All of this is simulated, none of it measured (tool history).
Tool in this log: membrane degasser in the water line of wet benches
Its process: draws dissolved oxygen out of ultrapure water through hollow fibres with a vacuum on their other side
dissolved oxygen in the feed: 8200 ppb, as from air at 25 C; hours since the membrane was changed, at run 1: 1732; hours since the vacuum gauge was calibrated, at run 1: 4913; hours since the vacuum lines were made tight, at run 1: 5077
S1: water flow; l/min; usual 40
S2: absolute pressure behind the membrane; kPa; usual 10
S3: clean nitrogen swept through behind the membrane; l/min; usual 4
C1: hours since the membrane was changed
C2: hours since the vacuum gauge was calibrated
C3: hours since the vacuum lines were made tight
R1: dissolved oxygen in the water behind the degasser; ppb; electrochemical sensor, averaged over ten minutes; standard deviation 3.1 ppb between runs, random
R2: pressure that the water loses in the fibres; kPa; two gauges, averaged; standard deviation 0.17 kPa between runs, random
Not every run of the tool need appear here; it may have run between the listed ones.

run	day	S1	S2	S3	C1	C2	C3	R1	R2
1	0	40	10	4	1732	4913	5077	329.2	30.22
2	1.642	32	10	4	1771	4952	5117	203.1	24.31
3	3.454	32	10	4	1815	4996	5160	200.2	24.6
4	4.9	32	10	4	1849	5030	5195	205	24.76
5	6.271	40	10	4	1882	5063	5228	331.7	30.34
6	7.725	24	10	4	1917	5098	5263	120.2	18.28
7	9.458	24	10	4	1959	5140	5304	121.3	18.15
8	10.379	40	10	10.09	1981	5162	5326	237.3	30.38
9	11.762	40	10	4	2014	5195	5360	331.9	30.43
10	13.721	40	10	4	2061	5242	5407	330.6	30.51
11	15.021	44	10	4	2092	5273	5438	402.6	33.68
12	16.833	40	10	11.46	2136	5317	5481	233.2	30.53
13	18.033	40	10	4	2165	5346	5510	330.3	30.88
14	19.679	40	10	4	2204	5385	5550	336.2	30.44
15	20.929	40	10	4	2234	5415	5580	335.5	30.69
16	22.129	40	10	4	2263	5444	5608	339.9	30.55
17	23.708	40	10	4	2301	5482	5646	331.6	30.35
18	24.825	40	10	4	2328	5509	5673	332.6	30.6
19	25.742	25	21.6	4	2350	5531	5695	303.3	19
20	27.854	25	21.6	4	2400	5581	5746	298.8	19.2
# day 27.988: vacuum gauge calibrated
21	29.458	40	7.5	3.8	2438	35	5784	289.1	30.64
22	30.8	35	19.3	8.22	2470	67	5816	274.9	26.71
23	32.562	35	19.3	8.22	2513	110	5858	273.3	26.93
24	34.421	35	19.3	9.09	2557	154	5903	256.2	26.9
# day 36.375: vacuum gauge calibrated, once more
25	36.575	31	13.8	4	2609	5	5954	257	24.02
26	37.779	37	13.8	7.06	2638	34	5983	258.7	28.46
27	39.988	26	8.5	4.49	2690	87	6036	103	20.14
28	42.154	26	8.5	4.49	2742	139	6088	103.4	19.82
29	44.358	40	14.1	3.1	2795	192	6141	475.1	30.66
30	45.358	27	10	4.02	2819	216	6165	143.2	20.7
31	46.396	40	16.4	4.07	2844	241	6190	465	30.63
32	47.733	40	16.4	4.07	2876	273	6222	448.8	30.68

Predict each of these 4 candidate next runs independently; none follows another, all start after run 32:
A	49.321	40	16.4	11.72	2914	311	6260	?	?
B	49.321	28	9.7	2.76	2914	311	6260	?	?
C	49.321	31	24.8	4.07	2914	311	6260	?	?
D	49.321	40	19.9	2.39	2914	311	6260	?	?

run	R1	R2
A	280.9	30.69
B	197.9	21.42
C	437.3	23.72
D	747	30.5
Without the tool's hidden state the same runs would have given:
run	R1	R2
A	266.1	30.01
B	192.1	20.95
C	429.2	23.2
D	732.2	29.82
